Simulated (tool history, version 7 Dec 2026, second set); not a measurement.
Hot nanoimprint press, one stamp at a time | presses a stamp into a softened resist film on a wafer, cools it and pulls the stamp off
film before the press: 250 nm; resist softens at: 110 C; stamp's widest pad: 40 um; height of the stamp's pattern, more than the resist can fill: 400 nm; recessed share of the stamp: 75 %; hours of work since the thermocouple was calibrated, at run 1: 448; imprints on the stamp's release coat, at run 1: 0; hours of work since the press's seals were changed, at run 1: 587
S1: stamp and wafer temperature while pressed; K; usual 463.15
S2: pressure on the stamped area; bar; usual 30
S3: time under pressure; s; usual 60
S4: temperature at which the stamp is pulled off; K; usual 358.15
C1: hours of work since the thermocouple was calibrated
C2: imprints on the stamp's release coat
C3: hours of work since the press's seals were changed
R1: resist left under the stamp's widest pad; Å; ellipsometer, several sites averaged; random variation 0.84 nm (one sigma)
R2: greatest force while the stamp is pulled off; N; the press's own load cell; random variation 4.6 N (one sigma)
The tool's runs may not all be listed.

{"run": 1, "hour": 0.0, "S1": 463.15, "S2": 30, "S3": 60, "S4": 358.15, "C1": 448, "C2": 0, "C3": 587, "R1": 1173, "R2": 239}
{"run": 2, "hour": 32.5, "S1": 463.15, "S2": 30, "S3": 60, "S4": 358.15, "C1": 472, "C2": 129, "C3": 611, "R1": 1176, "R2": 233}
{"run": 3, "hour": 54.0, "S1": 463.15, "S2": 30, "S3": 60, "S4": 345.15, "C1": 488, "C2": 214, "C3": 627, "R1": 1189, "R2": 327}
{"run": 4, "hour": 73.8, "S1": 463.15, "S2": 30, "S3": 49, "S4": 358.15, "C1": 503, "C2": 292, "C3": 641, "R1": 1271, "R2": 238}
{"run": 5, "hour": 90.8, "S1": 463.15, "S2": 30, "S3": 49, "S4": 358.15, "C1": 515, "C2": 359, "C3": 654, "R1": 1264, "R2": 238}
{"run": 6, "hour": 108.3, "S1": 463.15, "S2": 30, "S3": 49, "S4": 358.15, "C1": 528, "C2": 428, "C3": 667, "R1": 1269, "R2": 242}
{"run": 7, "hour": 142.5, "S1": 463.15, "S2": 30, "S3": 49, "S4": 358.15, "C1": 553, "C2": 564, "C3": 692, "R1": 1283, "R2": 244}
{"hour": 170.0, "done": "plate thermocouple calibrated"}
{"run": 8, "hour": 170.5, "S1": 463.15, "S2": 30, "S3": 49, "S4": 358.15, "C1": 0, "C2": 663, "C3": 710, "R1": 1236, "R2": 234}
{"run": 9, "hour": 207.4, "S1": 463.15, "S2": 30, "S3": 49, "S4": 358.15, "C1": 27, "C2": 808, "C3": 737, "R1": 1246, "R2": 233}
{"run": 10, "hour": 231.7, "S1": 463.15, "S2": 30, "S3": 49, "S4": 358.15, "C1": 45, "C2": 905, "C3": 755, "R1": 1242, "R2": 240}
{"run": 11, "hour": 260.2, "S1": 463.15, "S2": 30, "S3": 60, "S4": 358.15, "C1": 66, "C2": 1018, "C3": 776, "R1": 1161, "R2": 243}
{"run": 12, "hour": 294.8, "S1": 463.15, "S2": 30, "S3": 60, "S4": 358.15, "C1": 92, "C2": 1154, "C3": 802, "R1": 1164, "R2": 259}
{"run": 13, "hour": 332.0, "S1": 463.15, "S2": 30, "S3": 60, "S4": 358.15, "C1": 119, "C2": 1301, "C3": 829, "R1": 1159, "R2": 250}
{"run": 14, "hour": 357.1, "S1": 463.15, "S2": 30, "S3": 60, "S4": 358.15, "C1": 137, "C2": 1400, "C3": 847, "R1": 1172, "R2": 254}
{"run": 15, "hour": 386.9, "S1": 455.15, "S2": 20, "S3": 70, "S4": 359.15, "C1": 159, "C2": 1518, "C3": 869, "R1": 1547, "R2": 258}
{"run": 16, "hour": 416.7, "S1": 463.15, "S2": 43, "S3": 52, "S4": 358.15, "C1": 181, "C2": 1636, "C3": 891, "R1": 1041, "R2": 259}
{"run": 17, "hour": 452.7, "S1": 463.15, "S2": 36.7, "S3": 54, "S4": 350.15, "C1": 208, "C2": 1779, "C3": 918, "R1": 1110, "R2": 318}
{"run": 18, "hour": 483.3, "S1": 452.15, "S2": 36.4, "S3": 60, "S4": 352.15, "C1": 230, "C2": 1900, "C3": 940, "R1": 1392, "R2": 301}
{"run": 19, "hour": 518.2, "S1": 455.15, "S2": 19.7, "S3": 60, "S4": 361.15, "C1": 256, "C2": 2038, "C3": 966, "R1": 1652, "R2": 252}
{"hour": 544.4, "done": "stamp cleaned and given a new release coat"}
{"run": 20, "hour": 545.3, "S1": 455.15, "S2": 20.4, "S3": 60, "S4": 351.15, "C1": 271, "C2": 3, "C3": 981, "R1": 1627, "R2": 272}
{"run": 21, "hour": 580.2, "S1": 455.15, "S2": 20.4, "S3": 70, "S4": 351.15, "C1": 297, "C2": 141, "C3": 1007, "R1": 1553, "R2": 274}
{"run": 22, "hour": 601.6, "S1": 455.15, "S2": 20.4, "S3": 70, "S4": 351.15, "C1": 313, "C2": 226, "C3": 1022, "R1": 1557, "R2": 276}
{"hour": 617.7, "done": "press's hydraulic seals changed and the load cell set to zero"}
{"run": 23, "hour": 638.0, "S1": 465.15, "S2": 20.4, "S3": 70, "S4": 351.15, "C1": 333, "C2": 338, "C3": 15, "R1": 1243, "R2": 279}
{"run": 24, "hour": 675.4, "S1": 465.15, "S2": 21.9, "S3": 119, "S4": 351.15, "C1": 361, "C2": 486, "C3": 42, "R1": 988, "R2": 280}
{"run": 25, "hour": 706.1, "S1": 465.15, "S2": 31.8, "S3": 60, "S4": 351.15, "C1": 383, "C2": 607, "C3": 65, "R1": 1061, "R2": 293}
{"run": 26, "hour": 742.4, "S1": 465.15, "S2": 31.8, "S3": 33, "S4": 353.15, "C1": 410, "C2": 751, "C3": 92, "R1": 1307, "R2": 274}
{"run": 27, "hour": 777.8, "S1": 465.15, "S2": 31.8, "S3": 33, "S4": 353.15, "C1": 436, "C2": 891, "C3": 118, "R1": 1307, "R2": 289}

Forecast each of these 4 alternatives for the next run:
{"run": "A", "hour": 815.1, "S1": 465.15, "S2": 36.7, "S3": 33, "S4": 353.15, "C1": 463, "C2": 1039, "C3": 145, "R1": "?", "R2": "?"}
{"run": "B", "hour": 815.1, "S1": 465.15, "S2": 31.8, "S3": 33, "S4": 363.15, "C1": 463, "C2": 1039, "C3": 145, "R1": "?", "R2": "?"}
{"run": "C", "hour": 815.1, "S1": 452.15, "S2": 30, "S3": 56, "S4": 358.15, "C1": 463, "C2": 1039, "C3": 145, "R1": "?", "R2": "?"}
{"run": "D", "hour": 815.1, "S1": 463.15, "S2": 31.8, "S3": 84, "S4": 353.15, "C1": 463, "C2": 1039, "C3": 145, "R1": "?", "R2": "?"}

run=A R1=1214 R2=284
run=B R1=1339 R2=217
run=C R1=1507 R2=249
run=D R1=995 R2=287
Without the tool's hidden state the same runs would have given:
run=A R1=1189 R2=258
run=B R1=1314 R2=195
run=C R1=1478 R2=225
run=D R1=973 R2=260
